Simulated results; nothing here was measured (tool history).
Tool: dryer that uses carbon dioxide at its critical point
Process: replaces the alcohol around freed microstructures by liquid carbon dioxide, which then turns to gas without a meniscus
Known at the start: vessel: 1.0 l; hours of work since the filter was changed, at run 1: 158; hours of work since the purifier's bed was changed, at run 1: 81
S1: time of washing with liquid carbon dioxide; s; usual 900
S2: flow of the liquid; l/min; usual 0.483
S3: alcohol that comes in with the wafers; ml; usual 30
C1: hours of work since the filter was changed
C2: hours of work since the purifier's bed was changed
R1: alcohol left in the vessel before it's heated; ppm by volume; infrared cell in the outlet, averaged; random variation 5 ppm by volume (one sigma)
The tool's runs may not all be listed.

{"run": 1, "hour": 0.0, "S1": 900, "S2": 0.483, "S3": 30, "C1": 158, "C2": 81, "R1": 110}
{"run": 2, "hour": 30.9, "S1": 900, "S2": 0.483, "S3": 30, "C1": 177, "C2": 100, "R1": 109}
{"run": 3, "hour": 57.2, "S1": 900, "S2": 0.483, "S3": 30, "C1": 194, "C2": 116, "R1": 130}
{"run": 4, "hour": 86.0, "S1": 900, "S2": 0.483, "S3": 30, "C1": 212, "C2": 134, "R1": 141}
{"run": 5, "hour": 105.8, "S1": 900, "S2": 0.483, "S3": 68, "C1": 224, "C2": 146, "R1": 241}
{"run": 6, "hour": 126.6, "S1": 900, "S2": 0.483, "S3": 68, "C1": 237, "C2": 159, "R1": 271}
{"hour": 129.9, "done": "inlet filter changed"}
{"run": 7, "hour": 153.9, "S1": 900, "S2": 0.483, "S3": 68, "C1": 15, "C2": 175, "R1": 173}
{"run": 8, "hour": 181.1, "S1": 900, "S2": 0.483, "S3": 68, "C1": 32, "C2": 192, "R1": 184}
{"run": 9, "hour": 194.5, "S1": 900, "S2": 0.483, "S3": 68, "C1": 40, "C2": 201, "R1": 189}
{"run": 10, "hour": 219.9, "S1": 900, "S2": 0.483, "S3": 68, "C1": 56, "C2": 216, "R1": 210}
{"run": 11, "hour": 240.4, "S1": 900, "S2": 0.483, "S3": 34, "C1": 69, "C2": 229, "R1": 163}
{"run": 12, "hour": 266.3, "S1": 900, "S2": 0.483, "S3": 34, "C1": 85, "C2": 245, "R1": 169}
{"run": 13, "hour": 280.9, "S1": 900, "S2": 0.483, "S3": 34, "C1": 94, "C2": 254, "R1": 176}
{"run": 14, "hour": 300.2, "S1": 900, "S2": 0.483, "S3": 30, "C1": 106, "C2": 266, "R1": 179}
{"run": 15, "hour": 329.1, "S1": 900, "S2": 0.483, "S3": 30, "C1": 124, "C2": 284, "R1": 201}
{"run": 16, "hour": 354.5, "S1": 900, "S2": 0.722, "S3": 30, "C1": 139, "C2": 300, "R1": 155}
{"run": 17, "hour": 371.1, "S1": 900, "S2": 0.722, "S3": 30, "C1": 150, "C2": 310, "R1": 140}
{"run": 18, "hour": 387.8, "S1": 900, "S2": 0.722, "S3": 30, "C1": 160, "C2": 320, "R1": 172}
{"run": 19, "hour": 415.1, "S1": 1380, "S2": 0.483, "S3": 30, "C1": 177, "C2": 337, "R1": 167}
{"run": 20, "hour": 434.9, "S1": 1380, "S2": 0.483, "S3": 30, "C1": 189, "C2": 350, "R1": 177}
{"run": 21, "hour": 464.1, "S1": 1080, "S2": 0.652, "S3": 109, "C1": 207, "C2": 368, "R1": 176}
{"run": 22, "hour": 489.3, "S1": 1080, "S2": 0.652, "S3": 109, "C1": 223, "C2": 383, "R1": 184}

Run 23 comes next. What will it give?
{"run": 23, "hour": 504.3, "S1": 1080, "S2": 0.652, "S3": 109, "C1": 232, "C2": 393, "R1": "?"}

Run 23 gave R1 185 ppm by volume.
Without the tool's hidden state the same run would have given R1 0 ppm by volume.

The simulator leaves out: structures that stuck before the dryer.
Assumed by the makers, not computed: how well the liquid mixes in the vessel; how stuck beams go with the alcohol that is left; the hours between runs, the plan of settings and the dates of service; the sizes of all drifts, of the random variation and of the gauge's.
